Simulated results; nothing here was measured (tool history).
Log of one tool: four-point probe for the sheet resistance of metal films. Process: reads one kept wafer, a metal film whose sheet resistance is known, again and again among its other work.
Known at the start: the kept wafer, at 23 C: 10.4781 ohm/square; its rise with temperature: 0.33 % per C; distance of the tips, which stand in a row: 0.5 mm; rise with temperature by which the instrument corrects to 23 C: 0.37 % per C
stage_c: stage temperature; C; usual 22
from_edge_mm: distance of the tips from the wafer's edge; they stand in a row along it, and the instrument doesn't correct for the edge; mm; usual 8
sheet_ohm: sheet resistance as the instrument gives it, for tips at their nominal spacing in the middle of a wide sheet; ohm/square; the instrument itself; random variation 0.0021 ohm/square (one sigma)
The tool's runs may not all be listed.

run   hour  stage_c  from_edge_mm  sheet_ohm
  1      0       22             8  10.528542
  2    7.7       22             8   10.52938
  3   21.7       22             8  10.528398
  4     37       22             8  10.525928
  5   47.9       32             8  10.484481
  6   58.6       32             8  10.484812
  7   75.5       32             8  10.485677
  8   89.4       32             8  10.486566
  9  103.9       22             8  10.527131
     105.5  -- stage's thermometer calibrated
 10  120.8       22             8  10.538412
 11    130       22            26  10.516011
 12  148.8       33            26  10.466674
 13  166.5       33            26  10.468509
       175  -- stage's thermometer calibrated, once more
 14  175.8       33            26   10.44359
 15    191       33            26  10.451611
 16  204.4       22            46  10.496938
 17  213.5       22            46  10.494489
 18    226       22            46  10.496163
 19  241.9       21             7  10.530218
 20  254.9       24            10  10.498749
 21  262.7       22             5  10.550755
 22  278.8       19             9  10.525441
 23  295.4       33            49  10.446373
 24  311.5       32             4  10.535502

Forecast each of these 3 alternatives for the next run:
  A  329.5       32            54          ?
  B  329.5       35            52          ?
  C  329.5       32             3          ?

run  sheet_ohm
  A  10.447518
  B  10.438242
  C  10.604876
Without the tool's hidden state the same runs would have given:
run  sheet_ohm
  A   10.43498
  B  10.425718
  C  10.592164
